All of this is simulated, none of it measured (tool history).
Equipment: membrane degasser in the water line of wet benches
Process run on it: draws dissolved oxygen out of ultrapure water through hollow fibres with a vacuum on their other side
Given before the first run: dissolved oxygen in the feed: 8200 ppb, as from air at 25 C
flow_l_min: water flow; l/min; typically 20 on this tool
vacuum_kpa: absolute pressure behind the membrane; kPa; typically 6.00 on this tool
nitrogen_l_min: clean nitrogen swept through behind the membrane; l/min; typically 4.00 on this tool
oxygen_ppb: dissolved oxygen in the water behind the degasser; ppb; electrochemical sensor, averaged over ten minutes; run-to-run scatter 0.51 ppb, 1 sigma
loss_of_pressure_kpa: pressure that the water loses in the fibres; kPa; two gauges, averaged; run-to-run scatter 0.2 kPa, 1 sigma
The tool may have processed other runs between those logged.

run     day  flow_l_min  vacuum_kpa  nitrogen_l_min  oxygen_ppb  loss_of_pressure_kpa
  1   0.000          20        6.00            4.00        41.3                 44.04
  2   1.754          32        6.00            4.00        86.2                 70.47
  3   2.571          20        6.00            4.00        41.7                 44.15
  4   3.492          20        6.00            4.00        42.0                 43.82
  5   4.467          20        6.00            4.00        42.5                 44.17
  6   6.350          20        6.00            4.00        41.5                 44.45
  7   7.296          20       12.17            4.91        96.1                 44.65
  8   8.538          20       12.17            4.91        95.9                 44.67
  9   9.542          20       12.17            4.91        96.4                 44.59
 10  10.312          20        6.00            8.70        23.8                 44.30

Branching from run 10: 4 alternative next runs. What would each branch give?
  A  11.917          13        6.77            3.10           ?                     ?
  B  11.917          25        6.00           11.19           ?                     ?
  C  11.917          19        3.62            2.22           ?                     ?
  D  11.917          20        3.65            4.00           ?                     ?

run  oxygen_ppb  loss_of_pressure_kpa
  A        37.7                 28.61
  B        31.8                 54.92
  C        15.9                 42.31
  D        13.4                 44.42
With no hidden state in the tool, these same runs would have given:
run  oxygen_ppb  loss_of_pressure_kpa
  A        37.3                 28.52
  B        31.3                 54.74
  C        15.7                 42.16
  D        13.2                 44.27
